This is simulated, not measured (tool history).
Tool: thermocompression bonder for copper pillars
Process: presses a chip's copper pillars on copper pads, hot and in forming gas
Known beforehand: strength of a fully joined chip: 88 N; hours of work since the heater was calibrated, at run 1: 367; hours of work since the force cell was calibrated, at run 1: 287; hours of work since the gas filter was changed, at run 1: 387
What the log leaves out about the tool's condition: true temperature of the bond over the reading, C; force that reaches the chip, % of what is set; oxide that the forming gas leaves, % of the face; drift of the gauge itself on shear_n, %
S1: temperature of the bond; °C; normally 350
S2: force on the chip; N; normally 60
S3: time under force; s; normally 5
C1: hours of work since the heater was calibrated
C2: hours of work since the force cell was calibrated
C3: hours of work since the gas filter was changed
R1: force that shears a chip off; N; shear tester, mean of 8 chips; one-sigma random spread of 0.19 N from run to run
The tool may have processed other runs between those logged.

run 1 day=0 | S1=350 S2=60 S3=5 | C1=367 C2=287 C3=387 | R1=47.8
run 2 day=1.412 | S1=350 S2=60 S3=13 | C1=381 C2=301 C3=401 | R1=62.5
run 3 day=2.058 | S1=350 S2=60 S3=13 | C1=388 C2=307 C3=408 | R1=62.4
run 4 day=2.767 | S1=350 S2=51 S3=5 | C1=395 C2=315 C3=415 | R1=44.6
run 5 day=3.358 | S1=350 S2=48 S3=5 | C1=401 C2=321 C3=421 | R1=43.3
run 6 day=3.958 | S1=350 S2=48 S3=5 | C1=407 C2=327 C3=427 | R1=43.7
run 7 day=4.921 | S1=350 S2=60 S3=5 | C1=417 C2=336 C3=437 | R1=47.9
-- day=5.208 forming gas filter changed
run 8 day=6.329 | S1=350 S2=60 S3=5 | C1=431 C2=350 C3=11 | R1=50.7
run 9 day=7.508 | S1=350 S2=60 S3=5 | C1=443 C2=362 C3=23 | R1=50.6
run 10 day=8.762 | S1=350 S2=60 S3=5 | C1=455 C2=375 C3=36 | R1=50.4
run 11 day=9.85 | S1=335 S2=40 S3=10 | C1=467 C2=386 C3=47 | R1=48.1
run 12 day=10.975 | S1=356 S2=53 S3=6 | C1=478 C2=398 C3=58 | R1=52.4
run 13 day=12.071 | S1=356 S2=53 S3=6 | C1=489 C2=409 C3=70 | R1=52.6
run 14 day=12.721 | S1=356 S2=53 S3=6 | C1=496 C2=415 C3=76 | R1=52.2
run 15 day=13.462 | S1=356 S2=64 S3=11 | C1=503 C2=423 C3=84 | R1=65.6
run 16 day=14.829 | S1=324 S2=60 S3=10 | C1=517 C2=437 C3=98 | R1=53
run 17 day=16.129 | S1=324 S2=60 S3=10 | C1=530 C2=450 C3=111 | R1=53.4
run 18 day=16.908 | S1=359 S2=49 S3=10 | C1=538 C2=458 C3=119 | R1=59.7
run 19 day=18.112 | S1=357 S2=36 S3=5 | C1=550 C2=470 C3=131 | R1=41.9

Describe how what the log doesn't record of the tool's condition differs between the last listed run preceding each entry between runs and the first listed run following it.
From run 7 to run 8: forming gas filter changed (day 5.208)
  true temperature of the bond over the reading, C: 5.5 -> 5.7; oxide that the forming gas leaves, % of the face: 5.86 -> 0.71
  the result without the hidden state subtracted from the measured one, R1: -0.7 -> +1.9 N
